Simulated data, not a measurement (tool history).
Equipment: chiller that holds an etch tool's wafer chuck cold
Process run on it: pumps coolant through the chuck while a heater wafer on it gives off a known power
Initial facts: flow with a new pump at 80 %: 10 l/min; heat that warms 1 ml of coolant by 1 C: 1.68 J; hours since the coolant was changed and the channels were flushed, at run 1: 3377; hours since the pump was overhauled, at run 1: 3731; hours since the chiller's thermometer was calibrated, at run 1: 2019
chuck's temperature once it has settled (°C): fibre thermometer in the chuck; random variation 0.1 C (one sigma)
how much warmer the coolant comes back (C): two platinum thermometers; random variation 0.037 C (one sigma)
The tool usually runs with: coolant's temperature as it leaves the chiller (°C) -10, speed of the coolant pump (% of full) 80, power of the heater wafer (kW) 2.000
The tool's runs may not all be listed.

run,hour,coolant's temperature as it leaves the chiller (°C),speed of the coolant pump (% of full),power of the heater wafer (kW),hours since the coolant was changed and the channels were flushed,hours since the pump was overhauled,hours since the chiller's thermometer was calibrated,chuck's temperature once it has settled (°C),how much warmer the coolant comes back (C)
1,0.0,-10,80,2.000,3377,3731,2019,22.7,8.14
2,40.4,-10,80,2.000,3418,3771,2059,23.0,8.08
3,69.8,-10,80,2.000,3447,3801,2088,23.1,8.14
4,113.4,-10,80,2.000,3491,3844,2132,23.1,8.12
5,165.2,-10,80,2.000,3542,3896,2184,23.3,8.15
6,206.9,-10,80,2.000,3584,3938,2226,23.5,8.24
7,237.3,-10,80,2.000,3614,3968,2256,23.6,8.24
8,259.6,-10,80,2.000,3637,3990,2278,23.5,8.20
9,312.7,-6,80,2.000,3690,4043,2331,27.7,8.20
10,355.7,-6,80,2.000,3733,4086,2374,27.7,8.23
11,401.3,-10,80,2.000,3778,4132,2420,24.2,8.22
12,452.8,-10,80,2.000,3830,4184,2471,24.1,8.25
13,500.4,-10,80,2.000,3878,4231,2519,24.4,8.28
# hour 520.7: coolant pump overhauled
14,540.3,-10,80,2.000,3912,20,2554,21.3,7.24
15,580.4,-17,80,2.000,3953,60,2594,14.2,7.18
16,630.2,-17,80,2.000,4002,110,2644,14.4,7.28
17,657.8,-13,83,1.464,4030,137,2671,9.5,5.05
18,683.7,-8,83,1.464,4056,163,2697,14.5,5.19
19,707.2,-8,83,1.464,4079,187,2721,14.5,5.08
20,757.7,-8,83,1.464,4130,237,2771,14.9,5.08
21,807.1,-16,78,2.000,4179,286,2821,16.5,7.51
22,840.0,-16,78,2.796,4212,319,2854,29.4,10.44
23,877.3,-8,68,2.000,4249,357,2891,28.5,8.64
24,921.8,-9,64,1.693,4294,401,2935,23.4,7.95
25,973.1,-4,80,2.455,4345,452,2987,35.4,9.01
26,994.8,-7,71,1.061,4367,474,3008,12.2,4.43
27,1032.8,-16,71,1.061,4405,512,3046,3.1,4.49
28,1081.6,-6,68,1.268,4454,561,3095,17.7,5.50
29,1116.6,-18,72,2.000,4489,596,3130,17.6,8.19

Here are 3 independent what-if runs from the current tool condition. What would each one return?
A,1165.1,-10,80,1.751,4537,644,3179,?,?
B,1165.1,-13,80,2.000,4537,644,3179,?,?
C,1165.1,-1,69,2.780,4537,644,3179,?,?

run,chuck's temperature once it has settled (°C),how much warmer the coolant comes back (C)
A,18.9,6.47
B,19.7,7.37
C,49.9,12.00
With no hidden state in the tool, these same runs would have given:
run,chuck's temperature once it has settled (°C),how much warmer the coolant comes back (C)
A,12.1,6.28
B,12.0,7.16
C,38.3,11.65
